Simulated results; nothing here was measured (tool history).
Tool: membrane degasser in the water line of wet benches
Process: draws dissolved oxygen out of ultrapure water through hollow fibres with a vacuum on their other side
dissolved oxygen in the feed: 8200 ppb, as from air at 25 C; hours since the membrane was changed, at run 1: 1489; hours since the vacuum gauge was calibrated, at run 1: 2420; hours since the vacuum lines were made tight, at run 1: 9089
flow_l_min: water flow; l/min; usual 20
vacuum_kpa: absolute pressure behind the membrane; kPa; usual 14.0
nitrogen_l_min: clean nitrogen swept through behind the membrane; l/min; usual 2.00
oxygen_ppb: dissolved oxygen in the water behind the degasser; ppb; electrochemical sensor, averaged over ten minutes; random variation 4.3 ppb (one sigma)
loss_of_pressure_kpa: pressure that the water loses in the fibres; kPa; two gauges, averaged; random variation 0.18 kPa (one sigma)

run	hour	flow_l_min	vacuum_kpa	nitrogen_l_min	hours since the membrane was changed	hours since the vacuum gauge was calibrated	hours since the vacuum lines were made tight	oxygen_ppb	loss_of_pressure_kpa
1	0.0	20	14.0	2.00	1489	2420	9089	437.7	33.09
2	40.4	20	14.0	4.69	1529	2460	9129	310.0	33.30
3	68.2	20	14.0	4.69	1557	2488	9157	310.6	33.24
4	93.9	20	14.0	4.69	1582	2513	9183	314.3	33.20
5	121.0	20	14.0	2.00	1610	2541	9210	442.6	33.45
6	154.3	20	14.0	2.00	1643	2574	9243	437.1	33.01
7	190.8	20	14.0	2.00	1679	2610	9280	444.3	33.67
8	213.4	20	14.0	2.00	1702	2633	9302	445.3	33.16
9	259.8	20	14.0	2.00	1748	2679	9349	439.0	33.33
10	282.3	20	14.0	2.00	1771	2702	9371	438.8	33.57
11	316.6	20	14.0	2.00	1805	2736	9406	443.1	33.28
12	364.9	20	14.0	2.00	1853	2784	9454	451.4	33.34
13	396.0	20	14.0	2.00	1885	2816	9485	442.7	33.05
14	422.9	20	14.0	2.00	1911	2842	9512	447.4	33.57
15	458.0	20	14.0	2.00	1947	2877	9547	445.9	33.41
16	507.3	20	14.0	2.00	1996	2927	9596	450.2	33.22
17	545.9	20	14.0	2.00	2034	2965	9635	454.1	33.56
18	592.5	20	14.0	2.00	2081	3012	9682	444.2	33.10
19	618.0	20	14.0	2.00	2107	3038	9707	455.7	33.48
20	638.6	20	29.1	3.15	2127	3058	9728	584.6	33.12
21	659.6	28	13.5	1.73	2148	3079	9749	751.6	46.64
# hour 679.9: vacuum gauge calibrated
22	698.8	30	14.8	3.15	2187	19	9787	693.1	50.14
23	742.9	18	13.6	3.53	2231	63	9831	282.7	30.41
24	766.1	18	15.5	3.53	2254	86	9855	310.0	30.03
25	802.8	18	13.5	2.00	2291	123	9891	371.6	29.95
26	830.1	22	30.3	2.00	2318	150	9919	887.9	36.77
27	856.9	21	12.6	3.66	2345	177	9945	354.3	35.16
28	887.1	23	28.2	3.66	2375	207	9976	617.4	38.37
29	918.9	15	8.5	1.73	2407	239	10007	211.3	25.09
30	940.7	15	8.5	5.14	2429	261	10029	140.0	25.00
31	968.3	15	8.5	1.36	2456	288	10057	235.1	25.19
32	1000.4	22	11.7	3.04	2489	321	10089	389.8	36.59

How the hidden state differs across the entries between the runs, from the last listed run before each to the first after it:
Between runs 21 and 22: vacuum gauge calibrated (hour 679.9)
  true pressure behind the membrane over the reading, kPa: 0.09 -> 0.01; air that leaks in behind the membrane, l/min: 0.03 -> 0.0301
  measured less the result without the state, oxygen_ppb: +25.1 -> +23.3 ppb; loss_of_pressure_kpa: +0.64 -> +0.71 kPa

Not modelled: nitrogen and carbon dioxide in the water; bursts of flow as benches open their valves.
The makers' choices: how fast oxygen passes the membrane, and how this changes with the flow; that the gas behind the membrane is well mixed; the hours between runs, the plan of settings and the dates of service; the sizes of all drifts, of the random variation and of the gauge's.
